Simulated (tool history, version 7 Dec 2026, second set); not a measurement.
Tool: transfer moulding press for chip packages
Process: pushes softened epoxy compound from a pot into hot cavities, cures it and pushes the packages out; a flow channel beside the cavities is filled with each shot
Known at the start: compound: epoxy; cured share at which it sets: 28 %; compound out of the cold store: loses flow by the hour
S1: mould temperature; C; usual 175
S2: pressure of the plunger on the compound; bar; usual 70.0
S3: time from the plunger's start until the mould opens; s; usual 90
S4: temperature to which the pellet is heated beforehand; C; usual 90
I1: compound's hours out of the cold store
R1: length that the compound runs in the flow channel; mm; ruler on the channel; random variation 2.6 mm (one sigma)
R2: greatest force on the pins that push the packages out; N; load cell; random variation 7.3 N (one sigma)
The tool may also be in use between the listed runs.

Run 1, day 0.000: usual settings; I1 37.7. Result: R1 467 mm, R2 303 N.
At day 0.725: plunger's sealing rings changed.
At day 1.646: mould's thermocouples calibrated.
Run 2, day 3.183: usual settings; I1 41.3. Result: R1 455 mm, R2 285 N.
Run 3, day 4.738: usual settings; I1 10.9. Result: R1 546 mm, R2 312 N.
At day 5.646: cavities cleaned with cleaning compound and waxed.
Run 4, day 6.908: usual settings but S3 105 s; I1 45.9. Result: R1 442 mm, R2 280 N.
Run 5, day 8.517: usual settings; I1 22.2. Result: R1 509 mm, R2 306 N.
At day 11.171: cavities cleaned with cleaning compound and waxed.
Run 6, day 11.588: usual settings but S2 67.0 bar; I1 10.0. Result: R1 535 mm, R2 314 N.
Run 7, day 12.825: usual settings; I1 39.1. Result: R1 459 mm, R2 301 N.
Run 8, day 14.933: usual settings; I1 13.5. Result: R1 532 mm, R2 291 N.
At day 16.738: cavities cleaned with cleaning compound and waxed.
Run 9, day 17.862: usual settings but S1 180 C, S2 81.0 bar, S3 108 s, S4 89 C; I1 46.8. Result: R1 458 mm, R2 270 N.
Run 10, day 19.317: usual settings but S1 180 C, S2 81.0 bar, S3 108 s, S4 89 C; I1 43.4. Result: R1 475 mm, R2 270 N.
At day 22.200: cavities cleaned with cleaning compound and waxed.
Run 11, day 22.342: usual settings but S1 180 C, S2 81.0 bar, S3 108 s, S4 89 C; I1 33.0. Result: R1 504 mm, R2 263 N.
Run 12, day 24.888: usual settings but S1 180 C, S2 81.0 bar, S3 108 s, S4 89 C; I1 34.8. Result: R1 496 mm, R2 270 N.
Run 13, day 26.404: usual settings but S1 180 C, S3 121 s; I1 9.0. Result: R1 534 mm, R2 254 N.
At day 27.596: cavities cleaned with cleaning compound and waxed.
At day 28.183: plunger's sealing rings changed.
Run 14, day 29.392: usual settings but S1 181 C, S2 62.6 bar, S3 126 s, S4 85 C; I1 20.8. Result: R1 472 mm, R2 263 N.
Run 15, day 30.721: usual settings but S2 65.2 bar; I1 10.4. Result: R1 524 mm, R2 312 N.

Forecast each of these 4 alternatives for the next run:
At day 33.233: cavities cleaned with cleaning compound and waxed.
Run A, day 33.646: usual settings but S1 169 C, S2 85.1 bar; I1 21.5. Result: R1 ?, R2 ?.
At day 33.233: cavities cleaned with cleaning compound and waxed.
Run B, day 33.646: usual settings but S1 173 C, S2 69.8 bar; I1 25.3. Result: R1 ?, R2 ?.
At day 33.233: cavities cleaned with cleaning compound and waxed.
Run C, day 33.646: usual settings but S2 65.2 bar, S3 109 s, S4 88 C; I1 9.5. Result: R1 ?, R2 ?.
At day 33.233: cavities cleaned with cleaning compound and waxed.
Run D, day 33.646: usual settings but S1 180 C, S2 65.2 bar, S3 95 s, S4 89 C; I1 23.7. Result: R1 ?, R2 ?.

run   R1   R2
  A  579  422
  B  501  324
  C  526  270
  D  474  282
Without the tool's hidden state the same runs would have given:
run   R1   R2
  A  580  421
  B  502  323
  C  526  269
  D  474  281

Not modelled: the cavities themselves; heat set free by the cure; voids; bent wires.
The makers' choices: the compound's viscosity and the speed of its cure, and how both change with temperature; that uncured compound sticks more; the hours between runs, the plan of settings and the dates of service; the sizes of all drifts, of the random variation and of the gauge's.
